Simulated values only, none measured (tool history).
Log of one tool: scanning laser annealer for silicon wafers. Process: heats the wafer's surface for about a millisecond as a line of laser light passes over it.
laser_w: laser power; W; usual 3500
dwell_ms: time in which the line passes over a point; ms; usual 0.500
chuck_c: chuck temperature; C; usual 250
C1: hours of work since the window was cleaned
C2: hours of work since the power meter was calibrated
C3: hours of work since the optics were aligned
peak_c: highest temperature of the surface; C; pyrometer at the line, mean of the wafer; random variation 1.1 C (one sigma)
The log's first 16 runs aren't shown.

Run 17, hour 709.4: usual settings but dwell_ms 0.410 ms; C1 236; C2 1194; C3 108. Result: peak_c 940 C.
Run 18, hour 741.4: usual settings; C1 259; C2 1217; C3 130. Result: peak_c 1001 C.
Run 19, hour 771.8: usual settings but dwell_ms 0.509 ms; C1 280; C2 1238; C3 152. Result: peak_c 1007 C.
Run 20, hour 821.7: usual settings but dwell_ms 0.598 ms, chuck_c 277 C; C1 315; C2 1274; C3 187. Result: peak_c 1084 C.
Run 21, hour 862.3: usual settings but laser_w 3592 W, dwell_ms 0.527 ms, chuck_c 272 C; C1 344; C2 1302; C3 216. Result: peak_c 1056 C.
Run 22, hour 902.6: usual settings but laser_w 3407 W, dwell_ms 0.578 ms, chuck_c 267 C; C1 372; C2 1331; C3 244. Result: peak_c 1040 C.
Run 23, hour 951.9: usual settings but laser_w 3848 W, dwell_ms 0.372 ms, chuck_c 218 C; C1 407; C2 1365; C3 279. Result: peak_c 942 C.
Run 24, hour 987.2: usual settings but laser_w 3776 W; C1 432; C2 1390; C3 304. Result: peak_c 1056 C.
Run 25, hour 1031.9: usual settings but laser_w 2991 W, dwell_ms 0.606 ms; C1 464; C2 1422; C3 335. Result: peak_c 940 C.
Run 26, hour 1067.4: usual settings but dwell_ms 0.494 ms; C1 489; C2 1447; C3 360. Result: peak_c 991 C.
Run 27, hour 1094.0: usual settings but dwell_ms 0.494 ms, chuck_c 214 C; C1 507; C2 1465; C3 379. Result: peak_c 955 C.
Run 28, hour 1153.5: usual settings but laser_w 2997 W, dwell_ms 0.449 ms, chuck_c 214 C; C1 549; C2 1507; C3 421. Result: peak_c 821 C.
Run 29, hour 1204.4: usual settings but laser_w 3187 W, dwell_ms 0.412 ms, chuck_c 245 C; C1 585; C2 1543; C3 457. Result: peak_c 867 C.
Run 30, hour 1253.6: usual settings but laser_w 3418 W, dwell_ms 0.350 ms, chuck_c 287 C; C1 620; C2 1578; C3 491. Result: peak_c 911 C.
Run 31, hour 1302.5: usual settings but laser_w 3418 W, dwell_ms 0.350 ms, chuck_c 287 C; C1 654; C2 1612; C3 526. Result: peak_c 909 C.
Run 32, hour 1332.7: usual settings but laser_w 3543 W, chuck_c 265 C; C1 676; C2 1634; C3 547. Result: peak_c 1015 C.
Run 33, hour 1376.8: usual settings but laser_w 3633 W, dwell_ms 0.611 ms, chuck_c 232 C; C1 707; C2 1665; C3 578. Result: peak_c 1069 C.
Run 34, hour 1433.7: usual settings but laser_w 3326 W, chuck_c 264 C; C1 747; C2 1705; C3 618. Result: peak_c 967 C.
Run 35, hour 1460.0: usual settings but laser_w 3326 W, chuck_c 264 C; C1 765; C2 1723; C3 637. Result: peak_c 966 C.
Run 36, hour 1508.3: usual settings but laser_w 3326 W, chuck_c 265 C; C1 799; C2 1757; C3 671. Result: peak_c 968 C.
Run 37, hour 1550.8: usual settings but laser_w 3326 W, dwell_ms 0.508 ms, chuck_c 225 C; C1 829; C2 1787; C3 701. Result: peak_c 929 C.

Forecast each of these 5 alternatives for the next run:
Run A, hour 1588.1: usual settings but laser_w 3527 W, dwell_ms 0.359 ms, chuck_c 288 C; C1 855; C2 1814; C3 727. Result: peak_c ?.
Run B, hour 1588.1: usual settings but dwell_ms 0.408 ms; C1 855; C2 1814; C3 727. Result: peak_c ?.
Run C, hour 1588.1: usual settings but laser_w 3104 W, dwell_ms 0.436 ms, chuck_c 289 C; C1 855; C2 1814; C3 727. Result: peak_c ?.
Run D, hour 1588.1: usual settings but laser_w 3299 W, dwell_ms 0.437 ms, chuck_c 219 C; C1 855; C2 1814; C3 727. Result: peak_c ?.
Run E, hour 1588.1: usual settings but dwell_ms 0.597 ms; C1 855; C2 1814; C3 727. Result: peak_c ?.

run  peak_c
  A     933
  B     928
  C     908
  D     876
  E    1049
Without the tool's hidden state the same runs would have given:
run  peak_c
  A     947
  B     942
  C     921
  D     889
  E    1066
